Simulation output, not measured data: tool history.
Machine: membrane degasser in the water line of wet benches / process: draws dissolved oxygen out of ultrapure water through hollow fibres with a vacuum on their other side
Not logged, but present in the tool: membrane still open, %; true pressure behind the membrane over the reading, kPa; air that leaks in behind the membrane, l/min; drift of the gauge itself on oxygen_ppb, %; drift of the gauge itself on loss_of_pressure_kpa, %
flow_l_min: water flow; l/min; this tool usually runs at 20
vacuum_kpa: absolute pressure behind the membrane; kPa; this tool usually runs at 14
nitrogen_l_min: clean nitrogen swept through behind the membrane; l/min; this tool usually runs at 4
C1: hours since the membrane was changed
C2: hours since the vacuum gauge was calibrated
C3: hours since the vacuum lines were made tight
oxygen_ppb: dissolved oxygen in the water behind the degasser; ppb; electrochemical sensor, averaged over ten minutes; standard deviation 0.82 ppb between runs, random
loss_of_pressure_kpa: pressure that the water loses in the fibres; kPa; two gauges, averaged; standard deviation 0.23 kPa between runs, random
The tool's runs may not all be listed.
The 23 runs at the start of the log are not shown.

Run 24, day 143.829: usual settings but flow_l_min 14 l/min, vacuum_kpa 17.3 kPa, nitrogen_l_min 3.76 l/min; C1 6042; C2 6923; C3 2425. Result: oxygen_ppb 135 ppb, loss_of_pressure_kpa 41.96 kPa.
Run 25, day 148.862: usual settings but flow_l_min 15 l/min, vacuum_kpa 17.3 kPa, nitrogen_l_min 3.76 l/min; C1 6162; C2 7044; C3 2546. Result: oxygen_ppb 144.9 ppb, loss_of_pressure_kpa 45 kPa.
Run 26, day 154.854: usual settings but vacuum_kpa 13.2 kPa, nitrogen_l_min 10.4 l/min; C1 6306; C2 7188; C3 2690. Result: oxygen_ppb 59.3 ppb, loss_of_pressure_kpa 59.89 kPa.
At day 161.35: vacuum gauge calibrated.
Run 27, day 163.221: usual settings but vacuum_kpa 19.6 kPa, nitrogen_l_min 3.89 l/min; C1 6506; C2 45; C3 2890. Result: oxygen_ppb 212.6 ppb, loss_of_pressure_kpa 60 kPa.
Run 28, day 170.883: usual settings but flow_l_min 16 l/min, vacuum_kpa 19.8 kPa; C1 6690; C2 229; C3 3074. Result: oxygen_ppb 166.3 ppb, loss_of_pressure_kpa 47.92 kPa.
Run 29, day 175.2: usual settings but flow_l_min 16 l/min, vacuum_kpa 19.8 kPa; C1 6794; C2 332; C3 3178. Result: oxygen_ppb 165.8 ppb, loss_of_pressure_kpa 48.03 kPa.
Run 30, day 181.446: usual settings but flow_l_min 16 l/min, vacuum_kpa 19.8 kPa; C1 6944; C2 482; C3 3327. Result: oxygen_ppb 164.8 ppb, loss_of_pressure_kpa 47.92 kPa.
Run 31, day 188.254: usual settings but flow_l_min 12 l/min, vacuum_kpa 20.1 kPa; C1 7107; C2 646; C3 3491. Result: oxygen_ppb 127 ppb, loss_of_pressure_kpa 35.95 kPa.
Run 32, day 196.804: usual settings but flow_l_min 19 l/min, vacuum_kpa 17.6 kPa, nitrogen_l_min 1.95 l/min; C1 7312; C2 851; C3 3696. Result: oxygen_ppb 329.7 ppb, loss_of_pressure_kpa 57.18 kPa.

Consider 3 possible next runs. They are alternatives, not a sequence: every one starts from the tool as it was left by run 32. What does each give?
Run A, day 204.954: usual settings but vacuum_kpa 17.8 kPa, nitrogen_l_min 1.72 l/min; C1 7508; C2 1047; C3 3892. Result: oxygen_ppb ?, loss_of_pressure_kpa ?.
Run B, day 204.954: usual settings but nitrogen_l_min 2.86 l/min; C1 7508; C2 1047; C3 3892. Result: oxygen_ppb ?, loss_of_pressure_kpa ?.
Run C, day 204.954: usual settings but flow_l_min 30 l/min, nitrogen_l_min 3.34 l/min; C1 7508; C2 1047; C3 3892. Result: oxygen_ppb ?, loss_of_pressure_kpa ?.

run  oxygen_ppb  loss_of_pressure_kpa
  A         393                 60.18
  B       188.7                 59.92
  C       261.7                 90.77
What these runs would have given with no unlogged condition in the tool:
run  oxygen_ppb  loss_of_pressure_kpa
  A       386.4                 57.35
  B       183.7                  57.1
  C       251.4                 86.52
